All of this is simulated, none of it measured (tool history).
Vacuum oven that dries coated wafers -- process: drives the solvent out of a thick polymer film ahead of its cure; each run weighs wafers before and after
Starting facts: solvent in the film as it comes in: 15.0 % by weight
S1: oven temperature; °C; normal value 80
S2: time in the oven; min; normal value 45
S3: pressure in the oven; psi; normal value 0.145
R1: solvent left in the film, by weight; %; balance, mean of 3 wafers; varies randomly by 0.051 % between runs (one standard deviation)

run     day  S1  S2     S3    R1
  1       0  80  45  0.145  2.11
  2   2.688  80  45  0.145  2.11
  3   5.708  78  45  0.145   2.5
  4   9.438  78  45  0.145  2.42
  5  11.246  78  45  0.145  2.42
  6  14.579  78  45  0.145  2.51
  7  16.954  78  45  0.145  2.45
  8  20.004  78  45  0.145  2.43
  9  23.154  78  45  0.145  2.49
 10  26.092  78  45  0.145  2.52
 11  29.725  78  77  0.097  1.15
 12  33.312  78  77  0.097  1.07
 13  35.512  93  25  0.145  1.58
 14  39.217  93  25  0.145  1.46
 15  42.512  86  45  0.077  0.86
 16  44.967  91  71  0.091  0.44
 17   48.45  88  45  0.219  1.52

5 options for the next run, each taken on its own from the tool as it stands now. Forecast them:
  A  50.171  82  45  0.073   ?
  B  50.171  80  39  0.145   ?
  C  50.171  94  26  0.428   ?
  D  50.171  66  77  0.215   ?
  E  50.171  68  45  0.219   ?

run    R1
  A  1.29
  B  2.47
  C  2.53
  D  4.43
  E   5.7
Take away the tool's hidden state, keep each run's random variation, and the runs would have read:
run    R1
  A  1.27
  B  2.45
  C  2.52
  D   4.4
  E  5.68
